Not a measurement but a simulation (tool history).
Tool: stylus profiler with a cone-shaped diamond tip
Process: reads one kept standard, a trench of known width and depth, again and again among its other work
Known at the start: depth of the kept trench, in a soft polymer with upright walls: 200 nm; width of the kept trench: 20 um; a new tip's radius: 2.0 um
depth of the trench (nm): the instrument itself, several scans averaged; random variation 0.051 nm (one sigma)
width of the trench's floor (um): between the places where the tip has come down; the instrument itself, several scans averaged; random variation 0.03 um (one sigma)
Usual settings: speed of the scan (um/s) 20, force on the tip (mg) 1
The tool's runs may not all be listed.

run   hour  speed of the scan (um/s)  force on the tip (mg)  depth of the trench (nm)  width of the trench's floor (um)
  1      0                        20                      1                    199.87                             17.36
  2      7                        20                      1                     199.9                             17.35
  3   15.4                        20                      1                    199.99                              17.3
  4   28.3                        20                      1                    199.94                             17.33
  5   38.2                        20                   0.56                    199.77                             17.34
  6   46.8                        20                   1.54                    200.12                             17.37
  7   52.9                        20                      1                    199.93                             17.42
  8   63.9                        20                      1                    199.91                             17.32
  9   76.9                        40                      1                    199.96                             17.23
 10   84.3                        40                   0.91                    199.87                             17.19
 11   96.4                        40                   0.91                    199.87                             17.25
 12  107.5                        20                   0.57                    199.72                             17.31
 13  113.7                        20                   0.57                    199.73                              17.3
 14  123.5                        20                   0.57                    199.69                              17.3
 15  133.8                        20                   0.57                     199.7                             17.23
 16    142                        20                   0.57                    199.68                              17.3
 17  154.5                        20                   0.57                    199.62                             17.28
 18  168.8                        20                   0.57                    199.71                             17.26
 19  175.7                        20                   0.57                    199.61                             17.24
 20  187.9                        20                   0.57                    199.62                             17.28
 21  199.5                        20                   0.57                    199.64                             17.24
 22  211.6                        58                      1                    199.87                              17.1
 23  218.7                        58                      1                    199.83                             17.07
 24  232.3                        20                   2.32                    200.36                              17.3
 25  246.8                        33                   0.81                     199.8                             17.17
 26    255                        13                   0.59                    199.65                             17.24
 27  266.2                        13                   0.59                     199.6                              17.3
 28  277.4                        13                   0.59                    199.69                             17.24
 29  290.8                         8                   2.16                    200.16                             17.28
     291.9  -- height scale calibrated on a step standard
 30    298                        44                   0.73                    199.41                             17.05
 31    307                        11                   0.73                    199.41                             17.32
 32  317.4                        15                   0.37                    199.22                             17.17
 33  328.9                        15                   0.37                    199.21                             17.24
 34  342.9                        12                   1.02                    199.54                             17.25
 35  356.1                        55                   2.01                    199.84                             17.08
     359.5  -- height scale calibrated on a step standard, once more
 36  367.4                        55                   2.01                    201.09                              17.1
 37  381.8                        55                   2.01                    201.11                             17.12
 38  392.8                        70                   1.12                    200.79                             16.92
 39  405.4                        20                   1.31                    200.87                             17.24
 40  415.6                        34                      1                    200.64                             17.02
 41  430.2                        67                   1.88                    201.02                             16.99
 42  436.5                        67                   1.88                    201.02                             17.05
 43  450.6                        67                   1.88                    200.92                             17.03

4 ways to go on from here, each from the tool as it stands after run 43. What would each give?
  A  465.6                        11                   0.69                         ?                                 ?
  B  465.6                        27                      1                         ?                                 ?
  C  465.6                        63                    1.7                         ?                                 ?
  D  465.6                         6                   0.81                         ?                                 ?

run  depth of the trench (nm)  width of the trench's floor (um)
  A                    200.46                             17.23
  B                    200.66                              17.1
  C                    200.98                             17.05
  D                    200.61                             17.25
Without the tool's hidden state the same runs would have given:
run  depth of the trench (nm)  width of the trench's floor (um)
  A                    200.42                             18.22
  B                    200.61                             18.09
  C                    200.94                             18.04
  D                    200.56                             18.24
